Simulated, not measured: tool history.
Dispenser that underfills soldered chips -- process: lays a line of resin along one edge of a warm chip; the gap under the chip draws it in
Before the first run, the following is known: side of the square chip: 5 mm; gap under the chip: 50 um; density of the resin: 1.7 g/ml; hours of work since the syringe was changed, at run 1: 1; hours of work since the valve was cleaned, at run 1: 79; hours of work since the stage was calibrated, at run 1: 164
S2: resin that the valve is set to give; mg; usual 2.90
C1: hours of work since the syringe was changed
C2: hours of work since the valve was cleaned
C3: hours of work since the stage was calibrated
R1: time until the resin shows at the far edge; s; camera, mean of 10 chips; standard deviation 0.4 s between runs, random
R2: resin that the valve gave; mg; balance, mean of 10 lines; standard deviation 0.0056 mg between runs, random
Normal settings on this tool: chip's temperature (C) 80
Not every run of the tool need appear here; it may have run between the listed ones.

{"run": 1, "hour": 0.0, "chip's temperature (C)": 80, "S2": 2.9, "C1": 1, "C2": 79, "C3": 164, "R1": 27.2, "R2": 2.788}
{"run": 2, "hour": 6.2, "chip's temperature (C)": 80, "S2": 3.32, "C1": 5, "C2": 83, "C3": 168, "R1": 35.8, "R2": 3.188}
{"run": 3, "hour": 11.6, "chip's temperature (C)": 80, "S2": 3.32, "C1": 8, "C2": 87, "C3": 171, "R1": 49.8, "R2": 3.183}
{"hour": 16.4, "done": "new syringe of resin"}
{"run": 4, "hour": 18.0, "chip's temperature (C)": 80, "S2": 3.32, "C1": 1, "C2": 91, "C3": 175, "R1": 27.0, "R2": 3.189}
{"hour": 22.1, "done": "dispensing valve cleaned and set on the balance"}
{"run": 5, "hour": 22.6, "chip's temperature (C)": 80, "S2": 3.32, "C1": 3, "C2": 0, "C3": 178, "R1": 32.8, "R2": 3.329}
{"run": 6, "hour": 27.5, "chip's temperature (C)": 80, "S2": 3.32, "C1": 6, "C2": 3, "C3": 181, "R1": 41.6, "R2": 3.316}
{"run": 7, "hour": 34.1, "chip's temperature (C)": 80, "S2": 3.32, "C1": 11, "C2": 8, "C3": 185, "R1": 62.7, "R2": 3.318}
{"hour": 34.9, "done": "new syringe of resin"}
{"run": 8, "hour": 37.6, "chip's temperature (C)": 80, "S2": 3.46, "C1": 2, "C2": 10, "C3": 187, "R1": 28.0, "R2": 3.448}
{"run": 9, "hour": 40.8, "chip's temperature (C)": 80, "S2": 2.9, "C1": 4, "C2": 12, "C3": 189, "R1": 35.5, "R2": 2.887}
{"run": 10, "hour": 43.9, "chip's temperature (C)": 80, "S2": 2.9, "C1": 6, "C2": 14, "C3": 191, "R1": 41.1, "R2": 2.882}
{"run": 11, "hour": 47.6, "chip's temperature (C)": 80, "S2": 2.9, "C1": 8, "C2": 16, "C3": 193, "R1": 51.9, "R2": 2.884}
{"run": 12, "hour": 51.2, "chip's temperature (C)": 80, "S2": 2.9, "C1": 10, "C2": 18, "C3": 196, "R1": 63.1, "R2": 2.881}
{"hour": 52.7, "done": "new syringe of resin"}
{"run": 13, "hour": 55.2, "chip's temperature (C)": 80, "S2": 2.9, "C1": 2, "C2": 21, "C3": 198, "R1": 28.7, "R2": 2.869}
{"run": 14, "hour": 61.3, "chip's temperature (C)": 74, "S2": 2.9, "C1": 5, "C2": 25, "C3": 202, "R1": 54.3, "R2": 2.869}
{"run": 15, "hour": 64.4, "chip's temperature (C)": 80, "S2": 2.9, "C1": 7, "C2": 27, "C3": 204, "R1": 48.5, "R2": 2.875}
{"run": 16, "hour": 68.0, "chip's temperature (C)": 80, "S2": 2.82, "C1": 10, "C2": 29, "C3": 206, "R1": 58.9, "R2": 2.782}
{"hour": 70.3, "done": "new syringe of resin"}
{"run": 17, "hour": 72.1, "chip's temperature (C)": 80, "S2": 2.9, "C1": 1, "C2": 31, "C3": 209, "R1": 26.7, "R2": 2.861}
{"run": 18, "hour": 74.8, "chip's temperature (C)": 80, "S2": 2.9, "C1": 3, "C2": 33, "C3": 210, "R1": 31.8, "R2": 2.863}
{"run": 19, "hour": 79.4, "chip's temperature (C)": 80, "S2": 2.9, "C1": 6, "C2": 36, "C3": 213, "R1": 42.1, "R2": 2.854}
{"run": 20, "hour": 82.1, "chip's temperature (C)": 72, "S2": 2.83, "C1": 8, "C2": 38, "C3": 215, "R1": 74.1, "R2": 2.787}
{"run": 21, "hour": 86.3, "chip's temperature (C)": 72, "S2": 3.71, "C1": 10, "C2": 41, "C3": 218, "R1": 89.6, "R2": 3.633}
{"hour": 88.0, "done": "new syringe of resin"}
{"run": 22, "hour": 92.2, "chip's temperature (C)": 86, "S2": 2.71, "C1": 3, "C2": 44, "C3": 221, "R1": 23.9, "R2": 2.66}
{"run": 23, "hour": 95.6, "chip's temperature (C)": 95, "S2": 3.77, "C1": 5, "C2": 46, "C3": 224, "R1": 17.4, "R2": 3.699}
{"run": 24, "hour": 99.3, "chip's temperature (C)": 84, "S2": 2.89, "C1": 7, "C2": 49, "C3": 226, "R1": 38.4, "R2": 2.825}
{"hour": 105.4, "done": "new syringe of resin"}
{"run": 25, "hour": 106.1, "chip's temperature (C)": 84, "S2": 2.89, "C1": 0, "C2": 53, "C3": 230, "R1": 20.9, "R2": 2.828}
{"run": 26, "hour": 108.9, "chip's temperature (C)": 84, "S2": 2.89, "C1": 2, "C2": 55, "C3": 232, "R1": 24.4, "R2": 2.819}
{"run": 27, "hour": 115.3, "chip's temperature (C)": 68, "S2": 2.9, "C1": 6, "C2": 59, "C3": 236, "R1": 82.5, "R2": 2.826}
{"run": 28, "hour": 119.5, "chip's temperature (C)": 78, "S2": 2.57, "C1": 9, "C2": 61, "C3": 239, "R1": 63.4, "R2": 2.497}
{"hour": 122.9, "done": "new syringe of resin"}
{"run": 29, "hour": 123.8, "chip's temperature (C)": 78, "S2": 2.57, "C1": 1, "C2": 64, "C3": 241, "R1": 29.4, "R2": 2.503}
{"run": 30, "hour": 128.7, "chip's temperature (C)": 94, "S2": 2.59, "C1": 4, "C2": 67, "C3": 244, "R1": 18.0, "R2": 2.513}
{"run": 31, "hour": 133.3, "chip's temperature (C)": 69, "S2": 2.52, "C1": 7, "C2": 70, "C3": 247, "R1": 84.5, "R2": 2.446}
{"run": 32, "hour": 136.1, "chip's temperature (C)": 69, "S2": 2.52, "C1": 8, "C2": 72, "C3": 249, "R1": 100.1, "R2": 2.437}
{"hour": 140.3, "done": "new syringe of resin"}
{"run": 33, "hour": 142.3, "chip's temperature (C)": 70, "S2": 3.73, "C1": 1, "C2": 76, "C3": 253, "R1": 45.2, "R2": 3.608}
{"run": 34, "hour": 147.8, "chip's temperature (C)": 70, "S2": 3.73, "C1": 5, "C2": 79, "C3": 256, "R1": 62.4, "R2": 3.601}
{"run": 35, "hour": 151.5, "chip's temperature (C)": 74, "S2": 3.1, "C1": 7, "C2": 82, "C3": 259, "R1": 62.9, "R2": 2.991}
{"run": 36, "hour": 155.0, "chip's temperature (C)": 94, "S2": 2.88, "C1": 9, "C2": 84, "C3": 261, "R1": 28.9, "R2": 2.778}

What if the next run were any one of these 3? Each begins from the tool's condition after run 36:
{"hour": 157.8, "done": "new syringe of resin"}
{"run": "A", "hour": 158.5, "chip's temperature (C)": 89, "S2": 3.22, "C1": 0, "C2": 86, "C3": 263, "R1": "?", "R2": "?"}
{"hour": 157.8, "done": "new syringe of resin"}
{"run": "B", "hour": 158.5, "chip's temperature (C)": 72, "S2": 2.72, "C1": 0, "C2": 86, "C3": 263, "R1": "?", "R2": "?"}
{"hour": 157.8, "done": "new syringe of resin"}
{"run": "C", "hour": 158.5, "chip's temperature (C)": 72, "S2": 2.99, "C1": 0, "C2": 86, "C3": 263, "R1": "?", "R2": "?"}

run=A R1=15.8 R2=3.103
run=B R1=40.4 R2=2.617
run=C R1=39.1 R2=2.872
Without the tool's hidden state the same runs would have given:
run=A R1=16.1 R2=3.223
run=B R1=41.3 R2=2.718
run=C R1=40.1 R2=2.983
